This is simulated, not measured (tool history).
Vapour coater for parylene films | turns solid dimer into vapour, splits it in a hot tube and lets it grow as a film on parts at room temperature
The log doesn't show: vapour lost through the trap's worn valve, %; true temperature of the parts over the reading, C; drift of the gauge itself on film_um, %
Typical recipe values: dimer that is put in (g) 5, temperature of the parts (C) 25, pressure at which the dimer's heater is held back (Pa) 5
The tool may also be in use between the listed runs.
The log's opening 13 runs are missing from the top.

run	hour	dimer that is put in (g)	temperature of the parts (C)	pressure at which the dimer's heater is held back (Pa)	hours of work since the trap's valve was overhauled	hours of work since the table's thermometer was calibrated	thickness of the film (µm)
14	393.3	5	25	2.26	376	953	1.77
15	426.2	5	25	5	399	975	1.57
16	451.9	5	25	5	416	993	1.55
17	477	2	37	2.45	433	1010	0.42
18	507.8	5	37	2.45	454	1031	1.11
19	531.8	5	21	5.44	471	1047	1.82
20	571	5	21	5.44	498	1074	1.77
21	598.4	4	23	5.79	516	1093	1.3
22	633.6	4	23	5.79	540	1117	1.31
23	677.5	2	19	5.3	570	1147	0.76
24	713.4	2	19	5.3	595	1171	0.73
25	757.4	5	25	5.6	625	1201	1.52
26	789	5	21	2.47	646	1223	1.86
27	809.9	7	21	3.48	661	1237	2.52
# hour 830.9: trap's valve overhauled
28	835.6	2	25	5.86	3	1252	0.66
29	861.1	2	19	5.57	21	1269	0.8
30	890.2	2	25	6.41	40	1289	0.64
31	919.2	7	25	4.71	60	1309	2.33

5 ways to go on from here, each from the tool as it stands after run 31. What would each give?
A	961.9	6	25	4.71	89	1338	?
B	961.9	5	25	10.38	89	1338	?
C	961.9	4	20	10.45	89	1338	?
D	961.9	5	21	3.7	89	1338	?
E	961.9	6	21	3.64	89	1338	?

run	thickness of the film (µm)
A	1.99
B	1.55
C	1.46
D	1.95
E	2.36
Stripped of hidden state, with their random variation kept, the same runs would have yielded:
run	thickness of the film (µm)
A	2.13
B	1.66
C	1.56
D	2.08
E	2.52
